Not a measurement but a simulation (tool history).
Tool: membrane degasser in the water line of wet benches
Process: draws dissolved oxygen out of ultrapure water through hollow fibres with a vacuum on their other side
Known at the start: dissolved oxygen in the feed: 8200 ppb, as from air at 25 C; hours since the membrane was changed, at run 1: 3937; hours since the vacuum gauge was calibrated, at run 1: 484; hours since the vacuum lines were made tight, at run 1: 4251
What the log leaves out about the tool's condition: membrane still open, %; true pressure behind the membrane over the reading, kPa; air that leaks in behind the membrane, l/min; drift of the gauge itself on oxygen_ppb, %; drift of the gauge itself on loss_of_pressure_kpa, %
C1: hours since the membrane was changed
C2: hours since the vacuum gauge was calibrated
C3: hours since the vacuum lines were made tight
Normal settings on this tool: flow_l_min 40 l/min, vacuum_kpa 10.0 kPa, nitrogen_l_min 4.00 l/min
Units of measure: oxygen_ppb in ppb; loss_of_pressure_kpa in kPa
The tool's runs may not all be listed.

Run 1, hour 0.0: usual settings; C1 3937; C2 484; C3 4251. Result: oxygen_ppb 182.6 ppb, loss_of_pressure_kpa 36.46 kPa.
Run 2, hour 91.8: usual settings but nitrogen_l_min 9.20 l/min; C1 4029; C2 576; C3 4342. Result: oxygen_ppb 94.5 ppb, loss_of_pressure_kpa 36.13 kPa.
Run 3, hour 164.0: usual settings but nitrogen_l_min 9.20 l/min; C1 4101; C2 648; C3 4415. Result: oxygen_ppb 94.7 ppb, loss_of_pressure_kpa 35.86 kPa.
Run 4, hour 254.1: usual settings but nitrogen_l_min 9.20 l/min; C1 4191; C2 738; C3 4505. Result: oxygen_ppb 93.3 ppb, loss_of_pressure_kpa 36.18 kPa.
Run 5, hour 367.8: usual settings but nitrogen_l_min 9.20 l/min; C1 4305; C2 852; C3 4618. Result: oxygen_ppb 93.6 ppb, loss_of_pressure_kpa 36.20 kPa.
Run 6, hour 452.7: usual settings; C1 4389; C2 937; C3 4703. Result: oxygen_ppb 181.4 ppb, loss_of_pressure_kpa 36.17 kPa.
Run 7, hour 550.3: usual settings; C1 4487; C2 1035; C3 4801. Result: oxygen_ppb 177.5 ppb, loss_of_pressure_kpa 35.89 kPa.
Run 8, hour 656.7: usual settings; C1 4593; C2 1141; C3 4907. Result: oxygen_ppb 180.6 ppb, loss_of_pressure_kpa 36.48 kPa.
Run 9, hour 755.0: usual settings but nitrogen_l_min 3.97 l/min; C1 4692; C2 1239; C3 5006. Result: oxygen_ppb 180.7 ppb, loss_of_pressure_kpa 36.43 kPa.
Run 10, hour 841.9: usual settings but nitrogen_l_min 3.97 l/min; C1 4779; C2 1326; C3 5092. Result: oxygen_ppb 179.7 ppb, loss_of_pressure_kpa 36.35 kPa.
Run 11, hour 941.2: usual settings but nitrogen_l_min 3.97 l/min; C1 4878; C2 1425; C3 5192. Result: oxygen_ppb 179.8 ppb, loss_of_pressure_kpa 36.47 kPa.
Run 12, hour 1026.0: usual settings but nitrogen_l_min 3.97 l/min; C1 4963; C2 1510; C3 5277. Result: oxygen_ppb 179.7 ppb, loss_of_pressure_kpa 36.26 kPa.
Run 13, hour 1109.9: usual settings but nitrogen_l_min 3.97 l/min; C1 5047; C2 1594; C3 5361. Result: oxygen_ppb 177.8 ppb, loss_of_pressure_kpa 36.10 kPa.
Run 14, hour 1219.0: usual settings but nitrogen_l_min 3.97 l/min; C1 5156; C2 1703; C3 5470. Result: oxygen_ppb 182.3 ppb, loss_of_pressure_kpa 36.67 kPa.
Run 15, hour 1269.2: usual settings but vacuum_kpa 8.0 kPa; C1 5206; C2 1753; C3 5520. Result: oxygen_ppb 136.2 ppb, loss_of_pressure_kpa 36.29 kPa.
Run 16, hour 1323.8: usual settings but vacuum_kpa 8.0 kPa; C1 5261; C2 1808; C3 5574. Result: oxygen_ppb 134.7 ppb, loss_of_pressure_kpa 36.41 kPa.
Run 17, hour 1379.6: usual settings but flow_l_min 25 l/min, vacuum_kpa 6.7 kPa, nitrogen_l_min 8.48 l/min; C1 5316; C2 1864; C3 5630. Result: oxygen_ppb 27.9 ppb, loss_of_pressure_kpa 23.25 kPa.
Run 18, hour 1456.2: usual settings but flow_l_min 25 l/min, vacuum_kpa 6.7 kPa, nitrogen_l_min 8.48 l/min; C1 5393; C2 1940; C3 5707. Result: oxygen_ppb 27.1 ppb, loss_of_pressure_kpa 22.90 kPa.
Run 19, hour 1520.5: usual settings but flow_l_min 25 l/min, vacuum_kpa 6.7 kPa, nitrogen_l_min 8.48 l/min; C1 5457; C2 2005; C3 5771. Result: oxygen_ppb 27.4 ppb, loss_of_pressure_kpa 23.03 kPa.
Run 20, hour 1636.7: usual settings but flow_l_min 25 l/min, vacuum_kpa 6.7 kPa, nitrogen_l_min 8.48 l/min; C1 5573; C2 2121; C3 5887. Result: oxygen_ppb 27.4 ppb, loss_of_pressure_kpa 22.73 kPa.
Run 21, hour 1748.5: usual settings but flow_l_min 25 l/min, vacuum_kpa 24.2 kPa, nitrogen_l_min 8.48 l/min; C1 5685; C2 2233; C3 5999. Result: oxygen_ppb 152.5 ppb, loss_of_pressure_kpa 22.84 kPa.
Run 22, hour 1841.2: usual settings but vacuum_kpa 7.5 kPa, nitrogen_l_min 4.47 l/min; C1 5778; C2 2325; C3 6092. Result: oxygen_ppb 113.1 ppb, loss_of_pressure_kpa 36.89 kPa.
Run 23, hour 1946.9: usual settings but vacuum_kpa 7.5 kPa, nitrogen_l_min 4.47 l/min; C1 5884; C2 2431; C3 6197. Result: oxygen_ppb 112.1 ppb, loss_of_pressure_kpa 36.98 kPa.
Run 24, hour 2002.2: usual settings but flow_l_min 25 l/min, vacuum_kpa 21.4 kPa, nitrogen_l_min 2.77 l/min; C1 5939; C2 2486; C3 6253. Result: oxygen_ppb 377.0 ppb, loss_of_pressure_kpa 22.81 kPa.
At hour 2026.2: gauge calibrated.
Run 25, hour 2074.0: usual settings but flow_l_min 25 l/min, vacuum_kpa 21.4 kPa, nitrogen_l_min 2.77 l/min; C1 6011; C2 2558; C3 6325. Result: oxygen_ppb 376.2 ppb, loss_of_pressure_kpa 22.26 kPa.
Run 26, hour 2148.2: usual settings but flow_l_min 63 l/min, vacuum_kpa 7.5 kPa, nitrogen_l_min 2.89 l/min; C1 6085; C2 2632; C3 6399. Result: oxygen_ppb 314.2 ppb, loss_of_pressure_kpa 56.90 kPa.
Run 27, hour 2232.8: usual settings but flow_l_min 63 l/min, vacuum_kpa 7.5 kPa, nitrogen_l_min 2.89 l/min; C1 6170; C2 2717; C3 6483. Result: oxygen_ppb 317.5 ppb, loss_of_pressure_kpa 56.95 kPa.
Run 28, hour 2345.7: usual settings but flow_l_min 41 l/min, vacuum_kpa 12.8 kPa, nitrogen_l_min 2.89 l/min; C1 6282; C2 2830; C3 6596. Result: oxygen_ppb 327.3 ppb, loss_of_pressure_kpa 37.20 kPa.
Run 29, hour 2422.3: usual settings but flow_l_min 28 l/min, vacuum_kpa 12.7 kPa, nitrogen_l_min 7.29 l/min; C1 6359; C2 2907; C3 6673. Result: oxygen_ppb 92.5 ppb, loss_of_pressure_kpa 25.23 kPa.
Run 30, hour 2517.4: usual settings but flow_l_min 58 l/min, vacuum_kpa 14.6 kPa, nitrogen_l_min 7.29 l/min; C1 6454; C2 3002; C3 6768. Result: oxygen_ppb 301.3 ppb, loss_of_pressure_kpa 52.70 kPa.
Run 31, hour 2570.5: usual settings but flow_l_min 38 l/min, vacuum_kpa 11.3 kPa, nitrogen_l_min 7.29 l/min; C1 6507; C2 3055; C3 6821. Result: oxygen_ppb 118.9 ppb, loss_of_pressure_kpa 34.23 kPa.
Run 32, hour 2622.5: usual settings but flow_l_min 24 l/min, vacuum_kpa 7.0 kPa, nitrogen_l_min 4.33 l/min; C1 6559; C2 3107; C3 6873. Result: oxygen_ppb 52.7 ppb, loss_of_pressure_kpa 22.02 kPa.

The logged runs with the hidden state left out (each run's random variation unchanged):
run  loss_of_pressure_kpa
  1                 36.45
  2                 36.07
  3                 35.76
  4                 36.03
  5                 35.99
  6                 35.92
  7                 35.60
  8                 36.14
  9                 36.03
 10                 35.91
 11                 35.98
 12                 35.72
 13                 35.53
 14                 36.04
 15                 35.63
 16                 35.73
 17                 22.81
 18                 22.44
 19                 22.54
 20                 22.21
 21                 22.28
 22                 35.95
 23                 35.99
 24                 22.17
 25                 22.23
 26                 56.76
 27                 56.74
 28                 37.01
 29                 25.07
 30                 52.30
 31                 33.94
 32                 21.83
oxygen_ppb without the hidden state stays within 0.6 ppb of what was measured, in all runs.
